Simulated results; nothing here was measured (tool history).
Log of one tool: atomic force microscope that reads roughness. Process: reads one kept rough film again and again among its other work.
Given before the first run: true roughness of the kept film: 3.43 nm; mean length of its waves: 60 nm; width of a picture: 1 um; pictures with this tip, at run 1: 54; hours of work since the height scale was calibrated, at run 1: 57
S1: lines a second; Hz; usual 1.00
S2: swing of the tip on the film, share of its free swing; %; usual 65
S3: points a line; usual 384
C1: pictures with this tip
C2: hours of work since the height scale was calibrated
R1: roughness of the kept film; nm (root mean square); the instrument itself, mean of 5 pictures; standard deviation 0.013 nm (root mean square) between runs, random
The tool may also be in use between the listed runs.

run 1 day=0.000 | S1=1.00 S2=65 S3=384 | C1=54 C2=57 | R1=3.086
run 2 day=0.571 | S1=1.00 S2=65 S3=384 | C1=74 C2=63 | R1=3.063
run 3 day=0.929 | S1=1.00 S2=70 S3=384 | C1=87 C2=68 | R1=3.031
run 4 day=1.358 | S1=1.00 S2=70 S3=384 | C1=103 C2=73 | R1=3.002
run 5 day=2.004 | S1=1.36 S2=65 S3=384 | C1=127 C2=80 | R1=2.958
run 6 day=2.758 | S1=0.84 S2=65 S3=384 | C1=154 C2=89 | R1=2.956
run 7 day=3.154 | S1=0.84 S2=65 S3=384 | C1=168 C2=94 | R1=2.949
run 8 day=3.675 | S1=0.84 S2=65 S3=384 | C1=187 C2=100 | R1=2.909
-- day=3.883 new tip fitted
run 9 day=4.233 | S1=0.84 S2=65 S3=384 | C1=13 C2=107 | R1=3.177
run 10 day=4.950 | S1=1.00 S2=65 S3=280 | C1=39 C2=115 | R1=3.077
run 11 day=5.492 | S1=1.00 S2=67 S3=384 | C1=59 C2=122 | R1=3.090
run 12 day=6.017 | S1=1.00 S2=67 S3=384 | C1=78 C2=128 | R1=3.044
run 13 day=6.438 | S1=1.00 S2=67 S3=384 | C1=93 C2=133 | R1=3.033
run 14 day=6.938 | S1=1.00 S2=65 S3=384 | C1=111 C2=139 | R1=3.013
run 15 day=7.650 | S1=1.00 S2=65 S3=384 | C1=137 C2=147 | R1=2.962
run 16 day=8.258 | S1=1.00 S2=65 S3=384 | C1=160 C2=155 | R1=2.942
run 17 day=8.704 | S1=1.00 S2=65 S3=384 | C1=176 C2=160 | R1=2.941
-- day=9.233 new tip fitted
run 18 day=9.433 | S1=3.78 S2=65 S3=384 | C1=8 C2=168 | R1=2.915
run 19 day=9.767 | S1=3.78 S2=60 S3=384 | C1=20 C2=172 | R1=2.996
run 20 day=10.158 | S1=3.78 S2=60 S3=384 | C1=34 C2=177 | R1=2.971
run 21 day=10.692 | S1=1.00 S2=65 S3=384 | C1=53 C2=183 | R1=3.091
run 22 day=11.288 | S1=1.00 S2=62 S3=384 | C1=75 C2=190 | R1=3.086
run 23 day=11.838 | S1=1.00 S2=62 S3=384 | C1=95 C2=197 | R1=3.019
run 24 day=12.496 | S1=1.00 S2=65 S3=384 | C1=119 C2=205 | R1=3.014
run 25 day=12.975 | S1=1.00 S2=89 S3=384 | C1=137 C2=210 | R1=2.758
run 26 day=13.388 | S1=1.00 S2=89 S3=384 | C1=152 C2=215 | R1=2.713
run 27 day=13.754 | S1=1.00 S2=89 S3=384 | C1=165 C2=220 | R1=2.708
run 28 day=14.258 | S1=1.00 S2=57 S3=384 | C1=183 C2=226 | R1=2.934
-- day=14.612 new tip fitted
run 29 day=14.908 | S1=1.00 S2=57 S3=384 | C1=11 C2=233 | R1=3.207
run 30 day=15.454 | S1=1.00 S2=59 S3=384 | C1=31 C2=240 | R1=3.181
run 31 day=16.129 | S1=1.61 S2=58 S3=385 | C1=56 C2=248 | R1=3.112
run 32 day=16.638 | S1=1.85 S2=83 S3=518 | C1=74 C2=254 | R1=2.753
run 33 day=17.212 | S1=0.95 S2=83 S3=453 | C1=95 C2=260 | R1=2.899
run 34 day=17.775 | S1=0.95 S2=83 S3=589 | C1=116 C2=267 | R1=2.855
run 35 day=18.404 | S1=0.95 S2=83 S3=589 | C1=139 C2=275 | R1=2.839
run 36 day=18.817 | S1=0.95 S2=83 S3=589 | C1=153 C2=279 | R1=2.819
run 37 day=19.338 | S1=1.00 S2=70 S3=727 | C1=172 C2=286 | R1=2.875
run 38 day=19.858 | S1=1.00 S2=70 S3=727 | C1=191 C2=292 | R1=2.854
-- day=19.992 new tip fitted
run 39 day=20.550 | S1=2.03 S2=86 S3=749 | C1=20 C2=300 | R1=2.707
run 40 day=21.146 | S1=1.00 S2=65 S3=462 | C1=42 C2=307 | R1=3.104
run 41 day=21.896 | S1=1.01 S2=75 S3=750 | C1=69 C2=316 | R1=3.021
run 42 day=22.596 | S1=1.01 S2=75 S3=750 | C1=94 C2=324 | R1=2.987
run 43 day=23.088 | S1=1.01 S2=75 S3=750 | C1=112 C2=330 | R1=2.958
run 44 day=23.725 | S1=1.01 S2=75 S3=750 | C1=135 C2=338 | R1=2.899
run 45 day=24.054 | S1=2.13 S2=80 S3=420 | C1=147 C2=341 | R1=2.642
run 46 day=24.617 | S1=1.62 S2=60 S3=333 | C1=168 C2=348 | R1=2.923
run 47 day=25.250 | S1=1.62 S2=60 S3=333 | C1=191 C2=356 | R1=2.888
-- day=25.379 new tip fitted
run 48 day=25.892 | S1=3.36 S2=88 S3=331 | C1=19 C2=363 | R1=2.392
run 49 day=26.317 | S1=0.57 S2=73 S3=495 | C1=34 C2=368 | R1=3.141
run 50 day=26.717 | S1=1.47 S2=74 S3=384 | C1=49 C2=373 | R1=2.959

Alternative continuations, all from the tool just after run 50; predict every row:
run A day=27.192 | S1=3.10 S2=78 S3=430 | C1=66 C2=379 | R1=?
run B day=27.192 | S1=1.00 S2=65 S3=592 | C1=66 C2=379 | R1=?
run C day=27.192 | S1=1.00 S2=65 S3=480 | C1=66 C2=379 | R1=?

run=A R1=2.645
run=B R1=3.059
run=C R1=3.046
Take away the tool's hidden state, keep each run's random variation, and the runs would have read:
run=A R1=2.759
run=B R1=3.191
run=C R1=3.178

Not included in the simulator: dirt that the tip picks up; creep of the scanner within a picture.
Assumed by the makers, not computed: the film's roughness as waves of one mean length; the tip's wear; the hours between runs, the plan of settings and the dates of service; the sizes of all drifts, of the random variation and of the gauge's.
